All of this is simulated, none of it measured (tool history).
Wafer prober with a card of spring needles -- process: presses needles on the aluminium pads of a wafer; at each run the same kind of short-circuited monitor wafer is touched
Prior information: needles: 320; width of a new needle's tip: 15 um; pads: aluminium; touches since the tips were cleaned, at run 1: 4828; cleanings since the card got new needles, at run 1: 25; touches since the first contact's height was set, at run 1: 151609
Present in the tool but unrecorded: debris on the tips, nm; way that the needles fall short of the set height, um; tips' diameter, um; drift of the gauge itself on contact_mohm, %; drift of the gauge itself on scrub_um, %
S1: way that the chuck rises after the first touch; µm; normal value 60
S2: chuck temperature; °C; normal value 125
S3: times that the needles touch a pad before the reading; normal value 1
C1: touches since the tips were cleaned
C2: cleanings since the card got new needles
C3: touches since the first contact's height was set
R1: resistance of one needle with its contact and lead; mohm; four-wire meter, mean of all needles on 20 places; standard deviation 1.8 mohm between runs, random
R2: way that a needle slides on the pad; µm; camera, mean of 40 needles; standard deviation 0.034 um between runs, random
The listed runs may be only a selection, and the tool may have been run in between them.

Run 1, day 0.000: usual settings; C1 4828; C2 25; C3 151609. Result: R1 185 mohm, R2 7.35 µm.
At day 0.138: tips cleaned on abrasive film.
Run 2, day 0.508: usual settings; C1 2675; C2 26; C3 155251. Result: R1 187 mohm, R2 7.30 µm.
At day 0.946: tips cleaned on abrasive film.
Run 3, day 1.092: usual settings; C1 1066; C2 27; C3 159459. Result: R1 183 mohm, R2 7.34 µm.
Run 4, day 1.533: usual settings; C1 4246; C2 27; C3 162639. Result: R1 187 mohm, R2 7.37 µm.
At day 1.762: tips cleaned on abrasive film.
Run 5, day 1.817: usual settings but S2 107 °C; C1 392; C2 28; C3 164662. Result: R1 179 mohm, R2 7.28 µm.
Run 6, day 2.246: usual settings but S1 47 µm, S2 26 °C, S3 3; C1 3499; C2 28; C3 167769. Result: R1 169 mohm, R2 5.75 µm.
At day 2.554: tips cleaned on abrasive film.
Run 7, day 2.675: usual settings but S1 50 µm, S2 41 °C; C1 883; C2 29; C3 170872. Result: R1 169 mohm, R2 6.09 µm.
Run 8, day 3.221: usual settings but S1 75 µm, S2 70 °C, S3 2; C1 4818; C2 29; C3 174807. Result: R1 171 mohm, R2 9.15 µm.
At day 3.358: tips cleaned on abrasive film.
Run 9, day 3.771: usual settings but S2 70 °C, S3 2; C1 2971; C2 30; C3 178759. Result: R1 174 mohm, R2 7.34 µm.
At day 4.150: tips cleaned on abrasive film.
Run 10, day 4.346: usual settings but S2 70 °C, S3 2; C1 1412; C2 31; C3 182888. Result: R1 173 mohm, R2 7.34 µm.

Consider 5 possible next runs. They are alternatives, not a sequence: every one starts from the tool as it was left by run 10. What does each give?
Run A, day 4.804: usual settings but S2 70 °C, S3 2; C1 4752; C2 31; C3 186228. Result: R1 ?, R2 ?.
Run B, day 4.804: usual settings but S1 75 µm, S2 26 °C; C1 4752; C2 31; C3 186228. Result: R1 ?, R2 ?.
Run C, day 4.804: usual settings but S1 59 µm, S2 70 °C, S3 3; C1 4752; C2 31; C3 186228. Result: R1 ?, R2 ?.
Run D, day 4.804: usual settings but S1 79 µm, S2 100 °C; C1 4752; C2 31; C3 186228. Result: R1 ?, R2 ?.
Run E, day 4.804: usual settings but S2 70 °C; C1 4752; C2 31; C3 186228. Result: R1 ?, R2 ?.

run   R1    R2
  A  173  7.31
  B  164  9.17
  C  172  7.25
  D  179  9.71
  E  174  7.35
With the hidden condition removed and each run's random variation left untouched, the same runs would have given:
run   R1    R2
  A  173  7.31
  B  164  9.17
  C  171  7.25
  D  178  9.71
  E  173  7.35
